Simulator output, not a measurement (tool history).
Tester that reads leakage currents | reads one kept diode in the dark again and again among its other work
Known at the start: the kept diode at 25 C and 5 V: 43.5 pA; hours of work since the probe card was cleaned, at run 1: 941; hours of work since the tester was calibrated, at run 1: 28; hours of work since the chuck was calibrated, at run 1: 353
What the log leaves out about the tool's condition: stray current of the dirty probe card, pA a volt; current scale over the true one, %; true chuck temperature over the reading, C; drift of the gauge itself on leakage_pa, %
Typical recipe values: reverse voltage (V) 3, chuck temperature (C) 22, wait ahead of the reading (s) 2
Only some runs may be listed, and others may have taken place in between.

run	hour	reverse voltage (V)	chuck temperature (C)	wait ahead of the reading (s)	hours of work since the probe card was cleaned	hours of work since the tester was calibrated	hours of work since the chuck was calibrated	current that the tester gives (pA)
1	0	3	22	2	941	28	353	27.97
2	16.2	3	22	2	954	40	366	27.87
3	37	3	22	2	970	57	382	27.93
4	64.3	3	22	2	992	78	404	27.79
5	83.2	3	22	2	1007	93	419	27.95
6	99	3.26	27	2	1019	105	431	44.44
7	130.5	3.26	27	2	1044	130	456	44.14
8	152	3.49	22	1.06	1061	147	473	29.42
9	178.9	4.21	22	1.84	1082	168	494	31.42
10	203.1	12.84	27	2	1101	187	513	72.55

Below, each run's measurement less what the same run would have read without the hidden state. Both values contain the same run-to-run variation, but the gauge's scatter may not be the same in both:
run	current that the tester gives (pA)
1	-0.18
2	-0.2
3	-0.22
4	-0.23
5	-0.26
6	-0.76
7	-0.81
8	-0.26
9	-0.18
10	+0.46
